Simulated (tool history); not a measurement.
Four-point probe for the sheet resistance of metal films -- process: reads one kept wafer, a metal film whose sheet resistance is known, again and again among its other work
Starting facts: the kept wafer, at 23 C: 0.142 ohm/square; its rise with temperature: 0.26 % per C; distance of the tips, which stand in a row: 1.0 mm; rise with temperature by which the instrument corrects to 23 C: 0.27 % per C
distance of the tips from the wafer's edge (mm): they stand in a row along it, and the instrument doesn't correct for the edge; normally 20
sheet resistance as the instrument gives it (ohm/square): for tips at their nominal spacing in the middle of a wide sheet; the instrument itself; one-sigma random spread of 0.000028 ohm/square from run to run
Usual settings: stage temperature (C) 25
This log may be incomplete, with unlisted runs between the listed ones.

run,hour,stage temperature (C),distance of the tips from the wafer's edge (mm),sheet resistance as the instrument gives it (ohm/square)
1,0,25,20,0.142612
2,93,25,20,0.142576
3,204,25,20,0.142576
4,299.8,25,20,0.142516
5,385.2,25,20,0.142446
6,506,25,20,0.14246
7,627,33,4,0.14677
8,687.9,27,20,0.142399
9,804.9,28,15,0.142506
10,876.3,24,69,0.142169
11,987.6,24,69,0.142174
12,1091.6,25,17,0.142352

3 options for the next run, each taken on its own from the tool as it stands now. Forecast them:
A,1154.2,29,67,?
B,1154.2,28,7,?
C,1154.2,21,22,?

run,sheet resistance as the instrument gives it (ohm/square)
A,0.142128
B,0.143639
C,0.142278
The same runs, with their run-to-run variation unchanged, on a tool lacking any hidden condition would have given:
run,sheet resistance as the instrument gives it (ohm/square)
A,0.142023
B,0.143533
C,0.142172

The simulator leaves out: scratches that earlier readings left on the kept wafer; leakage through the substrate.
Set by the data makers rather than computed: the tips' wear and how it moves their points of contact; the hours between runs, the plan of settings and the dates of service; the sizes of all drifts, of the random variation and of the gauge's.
